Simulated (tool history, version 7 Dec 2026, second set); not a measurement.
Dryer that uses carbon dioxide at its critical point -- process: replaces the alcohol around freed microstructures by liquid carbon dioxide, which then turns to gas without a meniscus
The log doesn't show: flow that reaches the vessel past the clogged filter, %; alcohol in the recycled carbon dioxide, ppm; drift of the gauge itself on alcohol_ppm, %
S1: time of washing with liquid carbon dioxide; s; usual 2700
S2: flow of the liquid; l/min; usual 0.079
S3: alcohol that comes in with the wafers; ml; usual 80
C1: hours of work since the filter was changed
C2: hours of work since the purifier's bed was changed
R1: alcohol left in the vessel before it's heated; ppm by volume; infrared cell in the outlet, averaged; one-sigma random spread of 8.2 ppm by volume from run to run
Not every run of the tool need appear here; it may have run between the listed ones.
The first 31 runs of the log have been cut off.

run     day    S1      S2   S3   C1   C2    R1
 32  11.246  1680  0.0904  118  174  234  4116
 33  11.533  3540  0.0548   50  177  238   570
 34  11.842  3540  0.0548   50  182  242   566
 35  12.121  3540  0.0548   50  185  246   566
 36  12.567  3540  0.0722   26  191  252   110
 37  12.938  3540  0.0685   25  196  257   129
 38  13.258  1740   0.048   32  200  261  6727
 39  13.658  3660  0.0831   44  206  266    80
 40  13.933  2580  0.0955   28  209  270   142
 41   14.15  2700  0.1055   59  212  273   120
 42  14.396  1860  0.0595   80  215  276  8422
 43  14.825  1860  0.0595   39  221  282  4100
 44  15.162  2100  0.0595   38  226  286  2738
 45  15.362  2100  0.0595   38  228  289  2716
 46  15.679  3060  0.0595   20  232  293   379

Alternative continuations, all from the tool just after run 46; predict every row:
  A  16.154  2160   0.077   99  239  299   ?
  B  16.154  3120  0.1032   21  239  299   ?
  C  16.154  3000   0.079  114  239  299   ?
  D  16.154  2520   0.079   80  239  299   ?

run    R1
  A  2498
  B    64
  C   493
  D   913
What these runs would have given with no unlogged condition in the tool:
run    R1
  A  1963
  B     5
  C   323
  D   660

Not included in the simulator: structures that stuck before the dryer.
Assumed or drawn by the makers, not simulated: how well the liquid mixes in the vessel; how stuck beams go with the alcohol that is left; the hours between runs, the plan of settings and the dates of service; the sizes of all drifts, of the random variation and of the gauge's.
